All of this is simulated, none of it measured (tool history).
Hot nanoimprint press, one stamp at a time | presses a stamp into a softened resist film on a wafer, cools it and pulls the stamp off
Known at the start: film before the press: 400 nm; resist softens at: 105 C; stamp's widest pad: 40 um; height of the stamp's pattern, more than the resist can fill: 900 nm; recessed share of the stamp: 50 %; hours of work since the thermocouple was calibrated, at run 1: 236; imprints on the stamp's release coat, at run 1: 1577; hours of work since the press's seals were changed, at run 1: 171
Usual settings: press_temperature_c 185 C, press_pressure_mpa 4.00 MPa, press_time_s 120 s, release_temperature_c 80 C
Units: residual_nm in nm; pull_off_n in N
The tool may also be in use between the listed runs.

run	day	press_temperature_c	press_pressure_mpa	press_time_s	release_temperature_c	hours of work since the thermocouple was calibrated	imprints on the stamp's release coat	hours of work since the press's seals were changed	residual_nm	pull_off_n
1	0.000	185	4.00	120	80	236	1577	171	192.2	207
2	0.254	185	4.00	120	80	240	1598	175	189.8	198
3	0.475	185	4.00	120	80	244	1616	179	192.0	211
4	0.796	185	4.00	120	80	249	1642	184	192.8	200
5	1.050	185	4.00	120	80	254	1663	188	193.9	201
6	1.304	185	4.00	120	80	258	1684	193	191.4	201
7	1.679	185	4.00	120	80	265	1715	199	194.0	211
8	2.054	183	4.00	120	80	271	1745	206	208.7	205
9	2.238	183	4.00	120	80	274	1760	209	208.4	211
10	2.421	185	4.00	120	80	277	1775	212	192.2	205
11	2.779	185	4.00	120	80	283	1804	218	193.1	207
12	3.083	189	4.00	120	80	289	1829	223	165.0	207
13	3.317	189	4.00	120	80	293	1848	227	164.9	198
14	3.633	189	4.00	120	80	298	1874	233	165.0	207
15	4.004	189	4.00	120	80	304	1905	239	163.7	201
# day 4.567: stamp cleaned and given a new release coat
16	4.658	189	4.00	120	80	311	8	246	163.8	205
17	4.842	185	5.35	120	80	314	23	249	165.6	203
18	5.104	185	4.00	95	77	319	45	254	206.1	211
19	5.383	185	4.00	95	77	324	67	258	208.2	223
20	5.779	185	4.00	95	77	330	100	265	207.4	221
21	6.050	185	4.00	95	77	335	122	270	208.8	224
22	6.238	185	4.00	169	80	338	137	273	173.2	198
23	6.471	185	4.00	147	86	342	156	277	179.7	165
24	6.712	176	2.73	120	87	346	176	281	307.7	162
25	6.917	187	2.73	120	65	350	193	284	215.0	280
26	7.100	185	4.00	120	71	353	208	288	192.8	256
27	7.346	185	4.00	120	71	357	228	292	193.7	243
28	7.725	185	6.22	194	80	364	259	298	129.1	207
29	7.933	185	6.22	194	80	367	276	302	128.7	202
30	8.325	185	6.22	194	80	374	308	309	126.6	194

Hidden state at the last listed run before each entry between runs and at the first one after, where it differs:
Between runs 15 and 16: stamp cleaned and given a new release coat (day 4.567)
  grip of the stamp's worn release coat, % over a new coat's: 0.9 -> 0
